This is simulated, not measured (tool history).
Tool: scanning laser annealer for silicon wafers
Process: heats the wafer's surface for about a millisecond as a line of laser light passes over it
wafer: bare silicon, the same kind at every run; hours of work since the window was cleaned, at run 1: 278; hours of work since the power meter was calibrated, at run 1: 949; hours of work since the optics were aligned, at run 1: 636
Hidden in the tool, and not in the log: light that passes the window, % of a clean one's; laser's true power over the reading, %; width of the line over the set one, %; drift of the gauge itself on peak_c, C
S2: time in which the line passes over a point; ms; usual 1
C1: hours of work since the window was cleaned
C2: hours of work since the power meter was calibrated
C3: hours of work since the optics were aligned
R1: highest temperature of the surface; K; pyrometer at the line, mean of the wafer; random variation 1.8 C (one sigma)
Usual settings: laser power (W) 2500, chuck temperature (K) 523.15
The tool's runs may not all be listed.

run 1 hour=0 | laser_power_(W)=2500 S2=1 chuck_temperature_(K)=523.15 | C1=278 C2=949 C3=636 | R1=1250.15
run 2 hour=56.9 | laser_power_(W)=2500 S2=1 chuck_temperature_(K)=523.15 | C1=314 C2=985 C3=672 | R1=1245.15
-- hour=80.5 window over the wafer cleaned
run 3 hour=104.7 | laser_power_(W)=2500 S2=1 chuck_temperature_(K)=523.15 | C1=15 C2=1014 C3=701 | R1=1204.15
run 4 hour=158.9 | laser_power_(W)=2500 S2=1 chuck_temperature_(K)=523.15 | C1=50 C2=1048 C3=735 | R1=1197.15
run 5 hour=189.1 | laser_power_(W)=2500 S2=1 chuck_temperature_(K)=523.15 | C1=69 C2=1067 C3=754 | R1=1193.15
run 6 hour=214.5 | laser_power_(W)=2449 S2=1 chuck_temperature_(K)=523.15 | C1=85 C2=1083 C3=770 | R1=1173.15
run 7 hour=244.3 | laser_power_(W)=2449 S2=1 chuck_temperature_(K)=523.15 | C1=104 C2=1102 C3=789 | R1=1173.15
run 8 hour=287 | laser_power_(W)=2449 S2=1 chuck_temperature_(K)=523.15 | C1=131 C2=1129 C3=816 | R1=1162.15
run 9 hour=323.8 | laser_power_(W)=2449 S2=1 chuck_temperature_(K)=523.15 | C1=154 C2=1152 C3=840 | R1=1161.15
-- hour=342.1 window over the wafer cleaned, once more
run 10 hour=375.4 | laser_power_(W)=2500 S2=1 chuck_temperature_(K)=488.15 | C1=21 C2=1184 C3=871 | R1=1256.15
run 11 hour=418.2 | laser_power_(W)=2389 S2=1 chuck_temperature_(K)=523.15 | C1=48 C2=1211 C3=898 | R1=1249.15
run 12 hour=473.1 | laser_power_(W)=2500 S2=1 chuck_temperature_(K)=523.15 | C1=83 C2=1246 C3=933 | R1=1281.15
run 13 hour=527.4 | laser_power_(W)=2500 S2=1 chuck_temperature_(K)=523.15 | C1=117 C2=1280 C3=967 | R1=1277.15
run 14 hour=574.4 | laser_power_(W)=2500 S2=1 chuck_temperature_(K)=523.15 | C1=147 C2=1310 C3=997 | R1=1272.15
run 15 hour=626.7 | laser_power_(W)=2500 S2=1 chuck_temperature_(K)=523.15 | C1=180 C2=1343 C3=1030 | R1=1262.15
run 16 hour=681.9 | laser_power_(W)=2500 S2=1 chuck_temperature_(K)=523.15 | C1=215 C2=1378 C3=1065 | R1=1258.15
run 17 hour=735 | laser_power_(W)=2704 S2=1.15 chuck_temperature_(K)=513.15 | C1=249 C2=1411 C3=1099 | R1=1365.15
run 18 hour=768.3 | laser_power_(W)=2704 S2=1.15 chuck_temperature_(K)=513.15 | C1=270 C2=1433 C3=1120 | R1=1364.15
run 19 hour=824.3 | laser_power_(W)=2248 S2=1.05 chuck_temperature_(K)=537.15 | C1=305 C2=1468 C3=1155 | R1=1182.15
-- hour=861.4 window over the wafer cleaned
run 20 hour=865.7 | laser_power_(W)=2248 S2=1.05 chuck_temperature_(K)=537.15 | C1=3 C2=1493 C3=1180 | R1=1225.15
run 21 hour=895.3 | laser_power_(W)=2500 S2=1 chuck_temperature_(K)=491.15 | C1=21 C2=1512 C3=1199 | R1=1256.15
run 22 hour=951.3 | laser_power_(W)=2199 S2=0.81 chuck_temperature_(K)=534.15 | C1=57 C2=1547 C3=1234 | R1=1120.15
run 23 hour=979.6 | laser_power_(W)=2587 S2=0.81 chuck_temperature_(K)=497.15 | C1=75 C2=1565 C3=1252 | R1=1214.15
run 24 hour=1034 | laser_power_(W)=2587 S2=0.81 chuck_temperature_(K)=497.15 | C1=109 C2=1599 C3=1287 | R1=1202.15
run 25 hour=1068.8 | laser_power_(W)=2587 S2=0.81 chuck_temperature_(K)=497.15 | C1=131 C2=1621 C3=1309 | R1=1206.15
run 26 hour=1097.9 | laser_power_(W)=2587 S2=0.81 chuck_temperature_(K)=497.15 | C1=150 C2=1640 C3=1327 | R1=1203.15
run 27 hour=1131.8 | laser_power_(W)=2587 S2=0.81 chuck_temperature_(K)=497.15 | C1=171 C2=1661 C3=1349 | R1=1201.15
run 28 hour=1164.4 | laser_power_(W)=2594 S2=0.95 chuck_temperature_(K)=535.15 | C1=192 C2=1682 C3=1369 | R1=1286.15
run 29 hour=1195.8 | laser_power_(W)=2188 S2=0.77 chuck_temperature_(K)=556.15 | C1=212 C2=1702 C3=1389 | R1=1105.15
run 30 hour=1228.1 | laser_power_(W)=2188 S2=0.77 chuck_temperature_(K)=556.15 | C1=232 C2=1722 C3=1410 | R1=1101.15
run 31 hour=1277.9 | laser_power_(W)=2662 S2=0.78 chuck_temperature_(K)=554.15 | C1=264 C2=1754 C3=1441 | R1=1246.15
run 32 hour=1309.3 | laser_power_(W)=2662 S2=0.78 chuck_temperature_(K)=554.15 | C1=284 C2=1774 C3=1461 | R1=1246.15

The same runs without the tool's hidden state, with the same run-to-run variation:
run=1 R1=1313.15
run=2 R1=1314.15
run=3 R1=1315.15
run=4 R1=1314.15
run=5 R1=1314.15
run=6 R1=1292.15
run=7 R1=1296.15
run=8 R1=1290.15
run=9 R1=1294.15
run=10 R1=1276.15
run=11 R1=1272.15
run=12 R1=1313.15
run=13 R1=1316.15
run=14 R1=1316.15
run=15 R1=1312.15
run=16 R1=1315.15
run=17 R1=1439.15
run=18 R1=1443.15
run=19 R1=1248.15
run=20 R1=1244.15
run=21 R1=1280.15
run=22 R1=1143.15
run=23 R1=1245.15
run=24 R1=1239.15
run=25 R1=1247.15
run=26 R1=1247.15
run=27 R1=1249.15
run=28 R1=1342.15
run=29 R1=1149.15
run=30 R1=1148.15
run=31 R1=1312.15
run=32 R1=1315.15
